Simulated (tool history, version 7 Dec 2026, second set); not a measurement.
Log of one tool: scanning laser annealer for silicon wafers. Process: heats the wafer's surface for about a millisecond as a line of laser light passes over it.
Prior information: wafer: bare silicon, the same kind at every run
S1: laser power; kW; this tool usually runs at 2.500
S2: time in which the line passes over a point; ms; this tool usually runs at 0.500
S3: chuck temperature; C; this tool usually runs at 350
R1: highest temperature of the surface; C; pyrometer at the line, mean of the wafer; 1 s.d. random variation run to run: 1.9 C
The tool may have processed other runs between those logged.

run 1 hour=0.0 | S1=2.500 S2=0.500 S3=350 | R1=1063
run 2 hour=13.7 | S1=2.500 S2=0.500 S3=350 | R1=1057
run 3 hour=22.8 | S1=2.500 S2=0.500 S3=350 | R1=1061
run 4 hour=33.5 | S1=2.500 S2=0.500 S3=350 | R1=1058
run 5 hour=39.4 | S1=2.500 S2=0.500 S3=350 | R1=1061
run 6 hour=46.7 | S1=2.500 S2=0.500 S3=350 | R1=1061
run 7 hour=58.3 | S1=2.500 S2=0.500 S3=350 | R1=1057
run 8 hour=68.0 | S1=2.500 S2=0.500 S3=350 | R1=1062
run 9 hour=79.5 | S1=2.309 S2=0.500 S3=350 | R1=991
run 10 hour=93.4 | S1=2.500 S2=0.500 S3=350 | R1=1061
run 11 hour=104.9 | S1=2.500 S2=0.500 S3=350 | R1=1058
run 12 hour=111.2 | S1=2.500 S2=0.500 S3=350 | R1=1059
run 13 hour=125.0 | S1=2.500 S2=0.421 S3=350 | R1=997
run 14 hour=133.9 | S1=2.500 S2=0.421 S3=350 | R1=1015
run 15 hour=141.5 | S1=2.500 S2=0.500 S3=350 | R1=1070
run 16 hour=155.4 | S1=2.500 S2=0.500 S3=350 | R1=1069
run 17 hour=165.4 | S1=2.500 S2=0.500 S3=381 | R1=1099
run 18 hour=179.3 | S1=2.500 S2=0.500 S3=381 | R1=1101
run 19 hour=191.0 | S1=2.500 S2=0.500 S3=381 | R1=1098
run 20 hour=208.0 | S1=2.500 S2=0.582 S3=333 | R1=1109
run 21 hour=217.6 | S1=2.693 S2=0.496 S3=344 | R1=1131
run 22 hour=229.0 | S1=2.518 S2=0.542 S3=348 | R1=1099
run 23 hour=237.2 | S1=2.518 S2=0.542 S3=348 | R1=1102
run 24 hour=244.5 | S1=2.518 S2=0.542 S3=348 | R1=1099
run 25 hour=263.4 | S1=2.518 S2=0.488 S3=331 | R1=1078
run 26 hour=269.3 | S1=2.262 S2=0.500 S3=358 | R1=1019
run 27 hour=279.7 | S1=2.500 S2=0.510 S3=368 | R1=1126
run 28 hour=285.7 | S1=2.500 S2=0.510 S3=313 | R1=1069
run 29 hour=300.0 | S1=2.500 S2=0.510 S3=313 | R1=1068
run 30 hour=307.6 | S1=2.500 S2=0.582 S3=350 | R1=1162
run 31 hour=320.1 | S1=2.500 S2=0.441 S3=333 | R1=1035
run 32 hour=332.1 | S1=2.500 S2=0.441 S3=333 | R1=1036
run 33 hour=339.9 | S1=2.632 S2=0.438 S3=333 | R1=1080
run 34 hour=350.9 | S1=2.593 S2=0.411 S3=339 | R1=1047
run 35 hour=358.8 | S1=2.415 S2=0.411 S3=339 | R1=986
run 36 hour=365.2 | S1=2.415 S2=0.411 S3=339 | R1=985

Missing from the log above: 4 entries noted between runs. For each, name the pair of listed runs it sits between and say how the tool's hidden condition differs from the listed run just before to the listed run just after:
Logged between run 13 and run 14: window over the wafer cleaned (hour 133.5)
  light that passes the window, % of a clean one's: 98.15 -> 99.74; width of the line over the set one, %: 4.84 -> 4.87
  measured value less the no-hidden-state value, R1: -44 -> -30 C
Logged between run 19 and run 20: laser's power meter calibrated (hour 194.7)
  light that passes the window, % of a clean one's: 99.63 -> 99.61; laser's true power over the reading, %: -0.36 -> -0.52; width of the line over the set one, %: 5.14 -> 5.21
  measured value less the no-hidden-state value, R1: -36 -> -40 C
Logged between run 24 and run 25: optics aligned, line set to its width (hour 250.7); laser's power meter calibrated, once more (hour 254.6)
  light that passes the window, % of a clean one's: 99.54 -> 99.52; laser's true power over the reading, %: -0.51 -> 0.29; width of the line over the set one, %: 5.37 -> 0.15
  measured value less the no-hidden-state value, R1: -40 -> -3 C
